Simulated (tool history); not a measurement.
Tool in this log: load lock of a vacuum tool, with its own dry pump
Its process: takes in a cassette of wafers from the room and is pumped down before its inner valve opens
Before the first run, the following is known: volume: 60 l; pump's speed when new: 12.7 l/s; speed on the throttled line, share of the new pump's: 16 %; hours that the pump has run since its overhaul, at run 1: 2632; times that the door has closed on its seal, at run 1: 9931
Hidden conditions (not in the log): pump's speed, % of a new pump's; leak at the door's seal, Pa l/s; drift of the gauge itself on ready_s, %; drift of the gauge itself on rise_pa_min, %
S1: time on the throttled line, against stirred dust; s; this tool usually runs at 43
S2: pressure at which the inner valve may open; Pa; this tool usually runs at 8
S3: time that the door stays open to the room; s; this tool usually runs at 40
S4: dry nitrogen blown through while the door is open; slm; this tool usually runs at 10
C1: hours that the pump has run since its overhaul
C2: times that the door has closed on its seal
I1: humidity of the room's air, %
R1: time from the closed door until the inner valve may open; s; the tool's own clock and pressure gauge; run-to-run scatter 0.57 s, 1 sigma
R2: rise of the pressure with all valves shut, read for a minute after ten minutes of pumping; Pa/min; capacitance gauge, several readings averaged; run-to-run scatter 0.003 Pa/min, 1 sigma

{"run": 1, "hour": 0.0, "S1": 43, "S2": 8, "S3": 40, "S4": 10, "C1": 2632, "C2": 9931, "I1": 45.6, "R1": 85.4, "R2": 0.041}
{"run": 2, "hour": 191.6, "S1": 32, "S2": 8, "S3": 40, "S4": 10, "C1": 2823, "C2": 10654, "I1": 43.6, "R1": 75.6, "R2": 0.048}
{"run": 3, "hour": 351.7, "S1": 32, "S2": 8, "S3": 40, "S4": 10, "C1": 2983, "C2": 11258, "I1": 42.7, "R1": 75.5, "R2": 0.046}
{"run": 4, "hour": 483.7, "S1": 32, "S2": 8, "S3": 40, "S4": 10, "C1": 3115, "C2": 11756, "I1": 44.5, "R1": 75.5, "R2": 0.049}
{"run": 5, "hour": 595.1, "S1": 32, "S2": 8, "S3": 40, "S4": 10, "C1": 3227, "C2": 12177, "I1": 44.1, "R1": 75.7, "R2": 0.046}
{"run": 6, "hour": 791.2, "S1": 43, "S2": 8, "S3": 40, "S4": 10, "C1": 3423, "C2": 12917, "I1": 44, "R1": 84.3, "R2": 0.052}
{"run": 7, "hour": 1001.8, "S1": 43, "S2": 8, "S3": 40, "S4": 12, "C1": 3634, "C2": 13711, "I1": 48.2, "R1": 84.6, "R2": 0.056}
{"run": 8, "hour": 1116.8, "S1": 43, "S2": 15, "S3": 40, "S4": 12, "C1": 3749, "C2": 14145, "I1": 43.8, "R1": 82, "R2": 0.059}
{"run": 9, "hour": 1229.5, "S1": 43, "S2": 15, "S3": 40, "S4": 12, "C1": 3861, "C2": 14571, "I1": 43.6, "R1": 83.2, "R2": 0.056}
{"run": 10, "hour": 1472.3, "S1": 43, "S2": 8, "S3": 40, "S4": 8, "C1": 4104, "C2": 15487, "I1": 44.4, "R1": 85.9, "R2": 0.062}
{"run": 11, "hour": 1609.3, "S1": 43, "S2": 8, "S3": 40, "S4": 10, "C1": 4241, "C2": 16004, "I1": 44.6, "R1": 85.2, "R2": 0.063}
{"run": 12, "hour": 1762.3, "S1": 43, "S2": 8, "S3": 76, "S4": 10, "C1": 4394, "C2": 16581, "I1": 46.9, "R1": 86.1, "R2": 0.073}
{"run": 13, "hour": 1938.0, "S1": 43, "S2": 8, "S3": 76, "S4": 10, "C1": 4570, "C2": 17244, "I1": 45.9, "R1": 86, "R2": 0.073}
{"run": 14, "hour": 2054.9, "S1": 27, "S2": 8, "S3": 76, "S4": 10, "C1": 4687, "C2": 17685, "I1": 44.8, "R1": 73.2, "R2": 0.078}
{"run": 15, "hour": 2250.1, "S1": 43, "S2": 8, "S3": 40, "S4": 10, "C1": 4882, "C2": 18422, "I1": 46.8, "R1": 87.8, "R2": 0.073}
{"run": 16, "hour": 2427.9, "S1": 43, "S2": 8, "S3": 40, "S4": 10, "C1": 5060, "C2": 19093, "I1": 45.4, "R1": 88.1, "R2": 0.082}
{"run": 17, "hour": 2586.5, "S1": 43, "S2": 8, "S3": 40, "S4": 10, "C1": 5218, "C2": 19691, "I1": 42.8, "R1": 87.6, "R2": 0.082}
{"run": 18, "hour": 2726.8, "S1": 43, "S2": 8, "S3": 40, "S4": 10, "C1": 5359, "C2": 20221, "I1": 44.9, "R1": 87.5, "R2": 0.085}
{"run": 19, "hour": 2900.3, "S1": 43, "S2": 8, "S3": 40, "S4": 13, "C1": 5532, "C2": 20875, "I1": 46.4, "R1": 86.5, "R2": 0.091}
{"run": 20, "hour": 3030.9, "S1": 51, "S2": 8, "S3": 40, "S4": 9, "C1": 5663, "C2": 21368, "I1": 43.6, "R1": 95, "R2": 0.093}
{"run": 21, "hour": 3255.4, "S1": 43, "S2": 9, "S3": 40, "S4": 10, "C1": 5887, "C2": 22216, "I1": 45.2, "R1": 87.3, "R2": 0.1}
{"run": 22, "hour": 3449.6, "S1": 43, "S2": 7, "S3": 40, "S4": 10, "C1": 6081, "C2": 22948, "I1": 44.1, "R1": 88.7, "R2": 0.1}
{"run": 23, "hour": 3688.5, "S1": 43, "S2": 7, "S3": 40, "S4": 10, "C1": 6320, "C2": 23850, "I1": 45.1, "R1": 88.6, "R2": 0.104}
{"run": 24, "hour": 3872.6, "S1": 29, "S2": 8, "S3": 40, "S4": 7, "C1": 6504, "C2": 24544, "I1": 45.1, "R1": 77.1, "R2": 0.113}
{"run": 25, "hour": 4017.3, "S1": 29, "S2": 13, "S3": 25, "S4": 7, "C1": 6649, "C2": 25091, "I1": 43.7, "R1": 74.7, "R2": 0.112}
{"run": 26, "hour": 4208.7, "S1": 29, "S2": 13, "S3": 120, "S4": 9, "C1": 6840, "C2": 25813, "I1": 45.2, "R1": 75.2, "R2": 0.13}
{"run": 27, "hour": 4354.5, "S1": 25, "S2": 8, "S3": 120, "S4": 9, "C1": 6986, "C2": 26363, "I1": 44.2, "R1": 74.9, "R2": 0.122}
{"run": 28, "hour": 4483.1, "S1": 29, "S2": 12, "S3": 27, "S4": 14, "C1": 7115, "C2": 26848, "I1": 43.2, "R1": 75.1, "R2": 0.124}
{"run": 29, "hour": 4683.0, "S1": 43, "S2": 14, "S3": 28, "S4": 10, "C1": 7315, "C2": 27603, "I1": 44.2, "R1": 85.8, "R2": 0.124}
{"run": 30, "hour": 4915.6, "S1": 43, "S2": 14, "S3": 28, "S4": 10, "C1": 7547, "C2": 28481, "I1": 47.9, "R1": 87, "R2": 0.134}
{"run": 31, "hour": 5063.9, "S1": 43, "S2": 14, "S3": 28, "S4": 10, "C1": 7696, "C2": 29040, "I1": 45.8, "R1": 87.5, "R2": 0.13}
{"run": 32, "hour": 5206.9, "S1": 43, "S2": 14, "S3": 28, "S4": 10, "C1": 7839, "C2": 29580, "I1": 44.1, "R1": 87.6, "R2": 0.137}
{"run": 33, "hour": 5432.5, "S1": 43, "S2": 14, "S3": 28, "S4": 10, "C1": 8064, "C2": 30431, "I1": 44.4, "R1": 87.2, "R2": 0.145}
{"run": 34, "hour": 5675.5, "S1": 43, "S2": 14, "S3": 28, "S4": 10, "C1": 8307, "C2": 31348, "I1": 46.1, "R1": 87, "R2": 0.152}
{"run": 35, "hour": 5828.6, "S1": 82, "S2": 8, "S3": 114, "S4": 8, "C1": 8460, "C2": 31926, "I1": 44, "R1": 121.7, "R2": 0.17}
{"run": 36, "hour": 5979.5, "S1": 82, "S2": 8, "S3": 114, "S4": 8, "C1": 8611, "C2": 32495, "I1": 46.4, "R1": 123.4, "R2": 0.174}
{"run": 37, "hour": 6128.5, "S1": 82, "S2": 8, "S3": 114, "S4": 8, "C1": 8760, "C2": 33058, "I1": 45.4, "R1": 122.2, "R2": 0.174}

How would selected steps in R1 from run to run divide? Give the signed amount a tool lacking its hidden state would still show from settings, what came in and random variation, and the signed amount left for the hidden state, including any gauge scatter that is not in both of the compared results.
Run 13 -> 14: S1 43 -> 27. R1 -12.8 s: hidden state +0.4, all else -13.2.
Run 14 -> 15: S1 27 -> 43, S3 76 -> 40. R1 +14.6 s: hidden state +0, all else +14.6.
Run 21 -> 22: S2 9 -> 7. R1 +1.4 s: hidden state +0.6, all else +0.8.
Run 26 -> 27: S1 29 -> 25, S2 13 -> 8. R1 -0.3 s: hidden state +0.8, all else -1.1.
Run 34 -> 35: S1 43 -> 82, S2 14 -> 8, S3 28 -> 114, S4 10 -> 8. R1 +34.7 s: hidden state -0.6, all else +35.3.
